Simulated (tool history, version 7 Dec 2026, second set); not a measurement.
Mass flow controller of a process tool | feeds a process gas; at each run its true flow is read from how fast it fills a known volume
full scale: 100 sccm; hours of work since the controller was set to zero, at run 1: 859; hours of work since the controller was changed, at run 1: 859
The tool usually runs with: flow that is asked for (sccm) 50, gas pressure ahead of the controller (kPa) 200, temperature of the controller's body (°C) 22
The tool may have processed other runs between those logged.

| run | day | flow that is asked for (sccm) | gas pressure ahead of the controller (kPa) | temperature of the controller's body (°C) | hours of work since the controller was set to zero | hours of work since the controller was changed | true flow (%) |
|---|---|---|---|---|---|---|---|
| 1 | 0 | 50 | 200 | 22 | 859 | 859 | 98.96 |
| 2 | 3.492 | 50 | 200 | 22 | 904 | 904 | 98.91 |
| 3 | 7.271 | 50 | 200 | 22 | 951 | 951 | 98.96 |
| 4 | 11.058 | 50 | 200 | 22 | 999 | 999 | 98.85 |
| 5 | 13.075 | 50 | 200 | 22 | 1025 | 1025 | 98.83 |
| 6 | 16.254 | 50 | 200 | 22 | 1065 | 1065 | 98.91 |
| 7 | 20.458 | 50 | 200 | 22 | 1118 | 1118 | 98.99 |
| 8 | 23.704 | 50 | 200 | 22 | 1159 | 1159 | 98.98 |
| 9 | 26.292 | 50 | 200 | 22 | 1192 | 1192 | 99.05 |
|  | 26.6 | controller's zero set anew |
| 10 | 30.154 | 50 | 200 | 22 | 45 | 1240 | 99 |
| 11 | 32.979 | 50 | 200 | 22 | 81 | 1276 | 98.95 |
| 12 | 36.988 | 50 | 200 | 22 | 131 | 1327 | 99.13 |
| 13 | 41.108 | 50 | 200 | 35 | 183 | 1379 | 100.62 |
| 14 | 43.058 | 50 | 140 | 33 | 208 | 1403 | 100.1 |
|  | 43.4 | controller's zero set anew, once more |
| 15 | 46.983 | 32 | 196 | 36 | 45 | 1453 | 100.14 |
| 16 | 48.917 | 50 | 261 | 22 | 70 | 1477 | 99.05 |
| 17 | 52.838 | 50 | 261 | 22 | 119 | 1527 | 99.14 |
| 18 | 54.804 | 50 | 261 | 22 | 144 | 1552 | 99.24 |
| 19 | 57.375 | 50 | 261 | 22 | 177 | 1584 | 99.23 |
| 20 | 61.075 | 74 | 168 | 28 | 223 | 1631 | 99.78 |
| 21 | 63.812 | 50 | 262 | 24 | 258 | 1665 | 99.4 |
| 22 | 67.658 | 50 | 185 | 30 | 307 | 1714 | 99.82 |
| 23 | 69.85 | 50 | 185 | 30 | 334 | 1742 | 99.87 |
| 24 | 74.096 | 17 | 193 | 29 | 388 | 1795 | 99.38 |
| 25 | 77.571 | 12 | 233 | 29 | 432 | 1839 | 99.57 |

Predict each of these 4 candidate next runs independently; none follows another, all start after run 25:
| A | 80.079 | 43 | 261 | 22 | 464 | 1871 | ? |
| B | 80.079 | 12 | 233 | 28 | 464 | 1871 | ? |
| C | 80.079 | 12 | 197 | 31 | 464 | 1871 | ? |
| D | 80.079 | 27 | 149 | 25 | 464 | 1871 | ? |

| run | true flow (%) |
|---|---|
| A | 99.09 |
| B | 99.6 |
| C | 99.75 |
| D | 98.68 |
With no hidden state in the tool, these same runs would have given:
| run | true flow (%) |
|---|---|
| A | 98.78 |
| B | 98.88 |
| C | 99.03 |
| D | 98.27 |

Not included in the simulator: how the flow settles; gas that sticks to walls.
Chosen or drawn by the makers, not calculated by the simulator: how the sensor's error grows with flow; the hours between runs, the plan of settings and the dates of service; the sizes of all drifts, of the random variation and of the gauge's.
